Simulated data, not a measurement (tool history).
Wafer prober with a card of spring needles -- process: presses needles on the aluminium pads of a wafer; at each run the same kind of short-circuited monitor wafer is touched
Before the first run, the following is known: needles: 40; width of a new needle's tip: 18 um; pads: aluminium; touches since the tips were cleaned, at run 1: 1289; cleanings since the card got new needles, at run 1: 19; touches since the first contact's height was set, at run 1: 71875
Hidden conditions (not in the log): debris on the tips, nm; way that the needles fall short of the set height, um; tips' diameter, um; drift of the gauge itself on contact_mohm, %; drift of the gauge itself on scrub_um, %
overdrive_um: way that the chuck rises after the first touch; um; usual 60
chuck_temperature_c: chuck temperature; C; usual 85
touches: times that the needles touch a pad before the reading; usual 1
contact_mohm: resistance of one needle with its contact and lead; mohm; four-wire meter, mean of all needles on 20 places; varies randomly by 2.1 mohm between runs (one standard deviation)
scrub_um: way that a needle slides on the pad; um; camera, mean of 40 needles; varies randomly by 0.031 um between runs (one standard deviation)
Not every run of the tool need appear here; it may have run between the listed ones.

| run | hour | overdrive_um | chuck_temperature_c | touches | touches since the tips were cleaned | cleanings since the card got new needles | touches since the first contact's height was set | contact_mohm | scrub_um |
|---|---|---|---|---|---|---|---|---|---|
| 1 | 0 | 60 | 85 | 1 | 1289 | 19 | 71875 | 285 | 14.61 |
|  | 8.7 | tips cleaned on abrasive film |
| 2 | 13 | 60 | 85 | 1 | 1058 | 20 | 75036 | 343 | 14.49 |
|  | 24.6 | tips cleaned on abrasive film |
| 3 | 34.2 | 68 | 85 | 1 | 2361 | 21 | 80198 | 289 | 16.51 |
|  | 38.5 | tips cleaned on abrasive film |
|  | 46 | tips cleaned on abrasive film, once more |
| 4 | 46 | 68 | 85 | 1 | 0 | 23 | 83042 | 233 | 16.52 |
|  | 61.1 | tips cleaned on abrasive film |
| 5 | 68.2 | 47 | 85 | 1 | 1740 | 24 | 88442 | 330 | 11.26 |
|  | 75.8 | tips cleaned on abrasive film |
|  | 90.6 | tips cleaned on abrasive film |
| 6 | 90.9 | 47 | 85 | 1 | 76 | 26 | 93942 | 263 | 11.26 |
|  | 104.7 | tips cleaned on abrasive film |
| 7 | 104.7 | 52 | 85 | 2 | 0 | 27 | 97310 | 243 | 12.48 |
|  | 120 | tips cleaned on abrasive film |
| 8 | 131.1 | 72 | 96 | 2 | 2709 | 28 | 103736 | 266 | 17.42 |
|  | 135.8 | tips cleaned on abrasive film |
| 9 | 144.3 | 42 | 59 | 3 | 2083 | 29 | 106942 | 282 | 9.94 |
|  | 150.3 | tips cleaned on abrasive film |
|  | 165.1 | tips cleaned on abrasive film |
| 10 | 168.2 | 66 | 53 | 3 | 760 | 31 | 112751 | 235 | 15.86 |
|  | 179.2 | tips cleaned on abrasive film |
| 11 | 188.7 | 61 | 85 | 2 | 2319 | 32 | 117742 | 279 | 14.64 |

Each row is a separate what-if for the run after 11, all from the same tool condition, not one after another. Results?
|  | 193.2 | tips cleaned on abrasive film |
|  | 209 | tips cleaned on abrasive film |
| A | 215.8 | 56 | 37 | 1 | 1671 | 34 | 124327 | ? | ? |
|  | 193.2 | tips cleaned on abrasive film |
|  | 209 | tips cleaned on abrasive film |
| B | 215.8 | 55 | 46 | 2 | 1671 | 34 | 124327 | ? | ? |
|  | 193.2 | tips cleaned on abrasive film |
|  | 209 | tips cleaned on abrasive film |
| C | 215.8 | 53 | 85 | 1 | 1671 | 34 | 124327 | ? | ? |
|  | 193.2 | tips cleaned on abrasive film |
|  | 209 | tips cleaned on abrasive film |
| D | 215.8 | 46 | 85 | 2 | 1671 | 34 | 124327 | ? | ? |
|  | 193.2 | tips cleaned on abrasive film |
|  | 209 | tips cleaned on abrasive film |
| E | 215.8 | 54 | 85 | 2 | 1671 | 34 | 124327 | ? | ? |

| run | contact_mohm | scrub_um |
|---|---|---|
| A | 307 | 13.39 |
| B | 275 | 13.1 |
| C | 317 | 12.62 |
| D | 307 | 10.91 |
| E | 281 | 12.84 |
Without the tool's unlogged condition, the same runs would have read:
| run | contact_mohm | scrub_um |
|---|---|---|
| A | 229 | 13.87 |
| B | 227 | 13.59 |
| C | 238 | 13.11 |
| D | 243 | 11.4 |
| E | 235 | 13.32 |

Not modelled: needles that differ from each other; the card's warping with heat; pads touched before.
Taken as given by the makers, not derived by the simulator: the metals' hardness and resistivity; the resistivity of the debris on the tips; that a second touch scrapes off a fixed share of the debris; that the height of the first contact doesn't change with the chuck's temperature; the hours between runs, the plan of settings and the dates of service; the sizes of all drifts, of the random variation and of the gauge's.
